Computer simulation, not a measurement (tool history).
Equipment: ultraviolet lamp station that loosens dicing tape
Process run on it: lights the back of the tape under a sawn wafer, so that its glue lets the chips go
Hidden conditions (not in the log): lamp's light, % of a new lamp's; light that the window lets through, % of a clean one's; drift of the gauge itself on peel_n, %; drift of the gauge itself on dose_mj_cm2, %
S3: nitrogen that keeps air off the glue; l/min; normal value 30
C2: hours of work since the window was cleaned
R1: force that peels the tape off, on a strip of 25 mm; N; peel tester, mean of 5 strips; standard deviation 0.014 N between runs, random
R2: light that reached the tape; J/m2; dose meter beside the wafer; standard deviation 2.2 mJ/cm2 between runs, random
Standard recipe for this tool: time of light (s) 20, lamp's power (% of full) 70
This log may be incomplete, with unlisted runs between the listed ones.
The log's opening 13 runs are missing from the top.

run 14 day=14.142 | time_of_light_(s)=20 lamp's_power_(%_of_full)=70 S3=30 | hours_of_work_of_the_lamp=598 C2=288 | R1=0.689 R2=2000
run 15 day=15.65 | time_of_light_(s)=20 lamp's_power_(%_of_full)=70 S3=30 | hours_of_work_of_the_lamp=614 C2=303 | R1=0.659 R2=1990
run 16 day=16.517 | time_of_light_(s)=13 lamp's_power_(%_of_full)=70 S3=30 | hours_of_work_of_the_lamp=623 C2=312 | R1=1.783 R2=1310
run 17 day=17.442 | time_of_light_(s)=20 lamp's_power_(%_of_full)=93 S3=30 | hours_of_work_of_the_lamp=633 C2=322 | R1=0.323 R2=2690
run 18 day=18.871 | time_of_light_(s)=20 lamp's_power_(%_of_full)=93 S3=30 | hours_of_work_of_the_lamp=647 C2=337 | R1=0.327 R2=2670
run 19 day=19.95 | time_of_light_(s)=20 lamp's_power_(%_of_full)=70 S3=30 | hours_of_work_of_the_lamp=659 C2=348 | R1=0.681 R2=2000
run 20 day=20.962 | time_of_light_(s)=20 lamp's_power_(%_of_full)=70 S3=30 | hours_of_work_of_the_lamp=669 C2=359 | R1=0.678 R2=2020
run 21 day=22.433 | time_of_light_(s)=33 lamp's_power_(%_of_full)=96 S3=30 | hours_of_work_of_the_lamp=684 C2=374 | R1=0.154 R2=4590
run 22 day=23.754 | time_of_light_(s)=16 lamp's_power_(%_of_full)=62 S3=41 | hours_of_work_of_the_lamp=698 C2=388 | R1=1.284 R2=1420
run 23 day=25.171 | time_of_light_(s)=16 lamp's_power_(%_of_full)=62 S3=41 | hours_of_work_of_the_lamp=713 C2=402 | R1=1.269 R2=1410
run 24 day=26.671 | time_of_light_(s)=16 lamp's_power_(%_of_full)=62 S3=41 | hours_of_work_of_the_lamp=728 C2=418 | R1=1.251 R2=1480
run 25 day=27.983 | time_of_light_(s)=20 lamp's_power_(%_of_full)=97 S3=15 | hours_of_work_of_the_lamp=742 C2=431 | R1=0.468 R2=2790
run 26 day=29.371 | time_of_light_(s)=32 lamp's_power_(%_of_full)=89 S3=39 | hours_of_work_of_the_lamp=757 C2=446 | R1=0.155 R2=4090
run 27 day=30.429 | time_of_light_(s)=15 lamp's_power_(%_of_full)=66 S3=30 | hours_of_work_of_the_lamp=768 C2=457 | R1=1.448 R2=1410

Forecast run 28:
run 28 day=31.112 | time_of_light_(s)=15 lamp's_power_(%_of_full)=66 S3=30 | hours_of_work_of_the_lamp=775 C2=464 | R1=? R2=?

R1: 1.475 N
R2: 1420 J/m2
Were there no unlogged condition in the tool, this run, its random variation unchanged, would have produced R1 1.473 N, R2 1420 J/m2.

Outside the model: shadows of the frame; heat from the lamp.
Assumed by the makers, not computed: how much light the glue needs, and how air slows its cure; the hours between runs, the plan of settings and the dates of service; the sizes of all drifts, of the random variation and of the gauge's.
